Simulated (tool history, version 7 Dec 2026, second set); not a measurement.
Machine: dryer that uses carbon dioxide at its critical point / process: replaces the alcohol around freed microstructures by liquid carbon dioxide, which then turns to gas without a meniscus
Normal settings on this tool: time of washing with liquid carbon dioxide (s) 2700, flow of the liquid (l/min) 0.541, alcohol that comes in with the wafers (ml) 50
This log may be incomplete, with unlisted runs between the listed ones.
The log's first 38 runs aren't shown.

| run | hour | time of washing with liquid carbon dioxide (s) | flow of the liquid (l/min) | alcohol that comes in with the wafers (ml) | alcohol left in the vessel before it's heated (ppm by volume) |
|---|---|---|---|---|---|
| 39 | 744.4 | 2760 | 0.425 | 48 | 387 |
| 40 | 763.3 | 2760 | 0.425 | 36 | 319 |
| 41 | 785 | 2700 | 0.463 | 50 | 342 |
| 42 | 806.7 | 2700 | 0.463 | 50 | 341 |
| 43 | 828.9 | 2700 | 0.463 | 50 | 355 |
| 44 | 842.5 | 2700 | 0.463 | 50 | 350 |
| 45 | 862.7 | 2220 | 0.406 | 31 | 585 |
| 46 | 878.7 | 2820 | 0.541 | 113 | 369 |

What if the next run were any one of these 5? Each begins from the tool's condition after run 46:
| A | 889.3 | 2520 | 0.541 | 113 | ? |
| B | 889.3 | 1800 | 0.892 | 101 | ? |
| C | 889.3 | 2700 | 0.389 | 61 | ? |
| D | 889.3 | 2820 | 0.653 | 53 | ? |
| E | 889.3 | 1860 | 0.36 | 34 | ? |

| run | alcohol left in the vessel before it's heated (ppm by volume) |
|---|---|
| A | 548 |
| B | 288 |
| C | 725 |
| D | 138 |
| E | 1204 |
Without the tool's hidden state the same runs would have given:
| run | alcohol left in the vessel before it's heated (ppm by volume) |
|---|---|
| A | 316 |
| B | 129 |
| C | 475 |
| D | 32 |
| E | 923 |
